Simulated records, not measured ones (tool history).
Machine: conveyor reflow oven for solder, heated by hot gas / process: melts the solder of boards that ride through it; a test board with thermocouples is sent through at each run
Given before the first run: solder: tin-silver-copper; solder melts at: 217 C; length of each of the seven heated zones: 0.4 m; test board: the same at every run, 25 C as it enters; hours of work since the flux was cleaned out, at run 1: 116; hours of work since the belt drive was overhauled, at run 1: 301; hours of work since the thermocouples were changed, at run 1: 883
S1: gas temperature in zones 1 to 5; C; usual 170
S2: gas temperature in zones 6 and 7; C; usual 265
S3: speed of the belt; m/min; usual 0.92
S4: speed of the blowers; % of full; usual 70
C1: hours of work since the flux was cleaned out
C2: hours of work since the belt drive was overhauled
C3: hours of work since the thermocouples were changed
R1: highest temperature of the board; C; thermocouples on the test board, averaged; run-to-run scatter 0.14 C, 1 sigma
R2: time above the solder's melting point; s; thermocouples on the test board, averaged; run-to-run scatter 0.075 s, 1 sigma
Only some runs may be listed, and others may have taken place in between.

run	hour	S1	S2	S3	S4	C1	C2	C3	R1	R2
1	0	170	265	0.92	70	116	301	883	248.2	36.27
2	17.4	170	265	0.92	70	129	314	895	247.9	36.42
3	34.9	170	265	0.92	70	141	327	908	247.9	36.28
4	56.1	170	265	0.92	70	157	342	923	248	36.16
5	87.2	170	265	0.92	70	179	364	946	247.7	36.16
6	108.8	170	265	0.92	70	195	380	961	247.4	35.95
# hour 116.9: flux residue cleaned out of gas plates and filters
7	130.8	170	265	0.92	68	10	392	974	246.9	35.54
8	145.7	170	265	0.92	62	21	403	984	245.9	34.75
9	176.6	170	265	0.92	62	43	426	1007	246	34.73
10	211.7	170	265	0.92	62	69	451	1032	245.6	34.58
11	245.7	170	265	0.92	62	93	476	1057	245.6	34.4
# hour 269.5: thermocouples of zones 6 and 7 changed
12	280.8	170	265	0.999	70	117	500	8	246.4	31.94
13	304.8	170	265	0.999	70	135	517	26	246.5	31.94
# hour 330.5: flux residue cleaned out of gas plates and filters, once more
14	342.9	170	265	0.999	70	9	541	50	247.9	33.07
15	361.4	170	265	0.999	70	22	554	63	247.9	32.95
16	378.4	170	265	0.999	70	35	567	75	247.6	32.89
17	403.8	183	268	0.999	79	53	585	94	253.8	39.06
18	427	170	270	0.92	81	70	602	110	256	40.57
19	444.3	158	262	0.791	60	82	614	123	248.4	40.63
20	469.1	158	262	0.791	60	100	632	141	248.3	40.38
21	493.7	169	272	0.92	75	118	650	159	256.3	40.33
22	520.1	173	265	0.918	70	137	669	178	250.4	38.42
23	555	173	265	0.918	70	163	695	203	250.3	38.3
24	586.2	173	265	0.918	70	185	717	226	249.9	38.25
# hour 607.1: flux residue cleaned out of gas plates and filters
25	613.9	182	263	0.904	82	5	734	242	251.8	42.94
26	638.3	182	263	0.904	82	23	751	260	251.7	42.75
27	671	170	265	0.825	65	46	775	284	252.2	43.63
28	690.2	170	265	0.827	70	60	789	297	252.6	44.05
29	720.5	170	270	0.846	72	82	811	319	256.8	44.75

3 ways to go on from here, each from the tool as it stands after run 29. What would each give?
A	742.1	170	277	0.835	55	98	827	335	?	?
B	742.1	170	277	0.846	73	98	827	335	?	?
C	742.1	177	262	0.846	73	98	827	335	?	?

run	R1	R2
A	260.6	46.58
B	263.3	47.36
C	250.6	43.8
Without the tool's unlogged condition, the same runs would have read:
run	R1	R2
A	261.7	46.6
B	264.5	47.35
C	251.8	43.95

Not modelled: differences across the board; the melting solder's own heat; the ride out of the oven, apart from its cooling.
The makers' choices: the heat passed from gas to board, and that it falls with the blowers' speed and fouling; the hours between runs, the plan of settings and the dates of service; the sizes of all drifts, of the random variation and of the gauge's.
